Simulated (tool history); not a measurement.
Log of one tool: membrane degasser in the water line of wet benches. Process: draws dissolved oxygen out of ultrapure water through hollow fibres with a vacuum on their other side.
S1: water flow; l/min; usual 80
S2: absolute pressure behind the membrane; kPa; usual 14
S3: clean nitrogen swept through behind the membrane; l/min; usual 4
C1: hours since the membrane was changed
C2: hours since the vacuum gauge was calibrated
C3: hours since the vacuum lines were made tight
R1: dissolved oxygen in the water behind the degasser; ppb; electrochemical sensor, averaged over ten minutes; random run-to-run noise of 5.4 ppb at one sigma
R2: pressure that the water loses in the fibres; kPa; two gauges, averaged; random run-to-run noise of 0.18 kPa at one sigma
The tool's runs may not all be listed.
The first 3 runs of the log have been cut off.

| run | day | S1 | S2 | S3 | C1 | C2 | C3 | R1 | R2 |
|---|---|---|---|---|---|---|---|---|---|
| 4 | 11.662 | 80 | 11.3 | 4 | 3855 | 7066 | 3855 | 462.4 | 35.06 |
| 5 | 15.975 | 80 | 14 | 3.67 | 3959 | 7170 | 3959 | 613.9 | 34.81 |
| 6 | 21.2 | 80 | 14 | 4 | 4084 | 7295 | 4084 | 571.6 | 34.83 |
| 7 | 26.079 | 80 | 14 | 4 | 4201 | 7412 | 4201 | 580.6 | 34.78 |
| 8 | 30.746 | 93 | 14 | 4 | 4313 | 7524 | 4313 | 697.2 | 40.65 |
| 9 | 36.338 | 80 | 12.6 | 4 | 4447 | 7658 | 4447 | 521.3 | 35 |
| 10 | 39.904 | 80 | 14 | 4.41 | 4533 | 7744 | 4533 | 530.5 | 34.91 |
| 11 | 42.925 | 80 | 14 | 9.88 | 4606 | 7816 | 4606 | 310.3 | 34.91 |
| 12 | 46.633 | 80 | 14 | 4 | 4695 | 7905 | 4695 | 574.6 | 35.08 |
| 13 | 49.854 | 80 | 14 | 1.75 | 4772 | 7983 | 4772 | 1012.2 | 34.66 |
|  | 51.592 | vacuum gauge calibrated |
| 14 | 52.996 | 80 | 14 | 2.66 | 4847 | 34 | 4847 | 720.4 | 34.9 |
| 15 | 57.458 | 80 | 14 | 2.66 | 4954 | 141 | 4954 | 744.5 | 35.12 |
| 16 | 61.483 | 80 | 14 | 2.66 | 5050 | 237 | 5050 | 738.4 | 35.05 |
| 17 | 65.2 | 68 | 24.6 | 11.11 | 5140 | 327 | 5140 | 363.1 | 29.92 |
| 18 | 69.583 | 85 | 15.1 | 4 | 5245 | 432 | 5245 | 640.6 | 37.22 |
| 19 | 74.804 | 113 | 12.3 | 10.6 | 5370 | 557 | 5370 | 513.1 | 49.51 |
| 20 | 78.733 | 61 | 18.9 | 5.67 | 5464 | 651 | 5464 | 419.4 | 26.91 |
| 21 | 82.808 | 80 | 30.9 | 3.16 | 5562 | 749 | 5562 | 1386.1 | 35.23 |

Run 22 comes next. What will it give?
|  | 83.846 | seals of the vacuum lines changed |
| 22 | 85.971 | 80 | 30.9 | 3.16 | 5636 | 823 | 51 | ? | ? |

{"run 22": {"R1": 1368.4, "R2": 35.2}}
Were there no unlogged condition in the tool, this run, its random variation unchanged, would have produced R1 1353.2 ppb, R2 33.98 kPa.
